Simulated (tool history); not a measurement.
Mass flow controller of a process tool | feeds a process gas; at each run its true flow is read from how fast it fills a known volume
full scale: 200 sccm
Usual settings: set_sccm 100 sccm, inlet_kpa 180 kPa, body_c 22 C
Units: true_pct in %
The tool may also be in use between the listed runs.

{"run": 1, "hour": 0.0, "set_sccm": 100, "inlet_kpa": 180, "body_c": 22, "true_pct": 99.91}
{"run": 2, "hour": 195.9, "set_sccm": 182, "inlet_kpa": 180, "body_c": 22, "true_pct": 100.2}
{"run": 3, "hour": 325.2, "set_sccm": 182, "inlet_kpa": 180, "body_c": 22, "true_pct": 100.07}
{"run": 4, "hour": 528.8, "set_sccm": 182, "inlet_kpa": 180, "body_c": 22, "true_pct": 100.01}
{"run": 5, "hour": 657.5, "set_sccm": 182, "inlet_kpa": 180, "body_c": 22, "true_pct": 99.97}
{"run": 6, "hour": 776.8, "set_sccm": 182, "inlet_kpa": 244, "body_c": 22, "true_pct": 100.2}
{"run": 7, "hour": 957.8, "set_sccm": 182, "inlet_kpa": 210, "body_c": 22, "true_pct": 100.12}
{"run": 8, "hour": 1138.0, "set_sccm": 169, "inlet_kpa": 180, "body_c": 22, "true_pct": 99.88}
{"run": 9, "hour": 1272.4, "set_sccm": 169, "inlet_kpa": 152, "body_c": 22, "true_pct": 99.57}
{"run": 10, "hour": 1415.7, "set_sccm": 169, "inlet_kpa": 152, "body_c": 22, "true_pct": 99.49}
{"run": 11, "hour": 1528.8, "set_sccm": 169, "inlet_kpa": 152, "body_c": 22, "true_pct": 99.51}
{"hour": 1629.9, "done": "controller's zero set anew"}
{"run": 12, "hour": 1649.5, "set_sccm": 100, "inlet_kpa": 180, "body_c": 22, "true_pct": 99.49}
{"run": 13, "hour": 1861.0, "set_sccm": 100, "inlet_kpa": 180, "body_c": 22, "true_pct": 99.25}
{"run": 14, "hour": 1999.4, "set_sccm": 100, "inlet_kpa": 180, "body_c": 22, "true_pct": 99.41}
{"run": 15, "hour": 2103.7, "set_sccm": 30, "inlet_kpa": 180, "body_c": 22, "true_pct": 99.05}
{"run": 16, "hour": 2218.2, "set_sccm": 100, "inlet_kpa": 180, "body_c": 22, "true_pct": 99.38}
{"run": 17, "hour": 2314.0, "set_sccm": 100, "inlet_kpa": 180, "body_c": 22, "true_pct": 99.32}
{"run": 18, "hour": 2480.1, "set_sccm": 100, "inlet_kpa": 180, "body_c": 22, "true_pct": 99.35}
{"run": 19, "hour": 2609.9, "set_sccm": 100, "inlet_kpa": 180, "body_c": 36, "true_pct": 97.64}
{"hour": 2725.0, "done": "gauge calibrated"}
{"run": 20, "hour": 2751.7, "set_sccm": 100, "inlet_kpa": 180, "body_c": 24, "true_pct": 99.59}
{"run": 21, "hour": 2909.2, "set_sccm": 30, "inlet_kpa": 180, "body_c": 30, "true_pct": 98.68}
{"run": 22, "hour": 3107.1, "set_sccm": 34, "inlet_kpa": 180, "body_c": 33, "true_pct": 98.38}
{"run": 23, "hour": 3202.7, "set_sccm": 27, "inlet_kpa": 165, "body_c": 26, "true_pct": 99}
{"run": 24, "hour": 3376.2, "set_sccm": 27, "inlet_kpa": 165, "body_c": 26, "true_pct": 98.93}
{"run": 25, "hour": 3573.9, "set_sccm": 89, "inlet_kpa": 153, "body_c": 22, "true_pct": 99.46}
{"run": 26, "hour": 3742.8, "set_sccm": 190, "inlet_kpa": 257, "body_c": 21, "true_pct": 100.31}
{"run": 27, "hour": 3867.6, "set_sccm": 189, "inlet_kpa": 177, "body_c": 26, "true_pct": 99.49}
{"run": 28, "hour": 4025.5, "set_sccm": 50, "inlet_kpa": 202, "body_c": 22, "true_pct": 99.47}
{"run": 29, "hour": 4216.9, "set_sccm": 100, "inlet_kpa": 241, "body_c": 22, "true_pct": 99.82}
{"run": 30, "hour": 4361.7, "set_sccm": 100, "inlet_kpa": 241, "body_c": 22, "true_pct": 99.82}
{"run": 31, "hour": 4537.2, "set_sccm": 44, "inlet_kpa": 143, "body_c": 28, "true_pct": 98.5}
{"run": 32, "hour": 4665.6, "set_sccm": 60, "inlet_kpa": 182, "body_c": 25, "true_pct": 99.04}
{"run": 33, "hour": 4857.9, "set_sccm": 60, "inlet_kpa": 182, "body_c": 36, "true_pct": 97.47}
{"run": 34, "hour": 4945.0, "set_sccm": 100, "inlet_kpa": 190, "body_c": 24, "true_pct": 99.07}
{"run": 35, "hour": 5074.1, "set_sccm": 100, "inlet_kpa": 190, "body_c": 24, "true_pct": 99.15}
{"run": 36, "hour": 5218.4, "set_sccm": 58, "inlet_kpa": 207, "body_c": 21, "true_pct": 99.32}
{"run": 37, "hour": 5323.2, "set_sccm": 58, "inlet_kpa": 207, "body_c": 20, "true_pct": 99.41}
{"run": 38, "hour": 5425.7, "set_sccm": 58, "inlet_kpa": 207, "body_c": 20, "true_pct": 99.43}

The next listed run, before its measurement:
{"run": 39, "hour": 5611.2, "set_sccm": 58, "inlet_kpa": 207, "body_c": 20, "true_pct": "?"}

true_pct: 99.32 %
Without the tool's hidden state the same run would have given true_pct 100.06 %.

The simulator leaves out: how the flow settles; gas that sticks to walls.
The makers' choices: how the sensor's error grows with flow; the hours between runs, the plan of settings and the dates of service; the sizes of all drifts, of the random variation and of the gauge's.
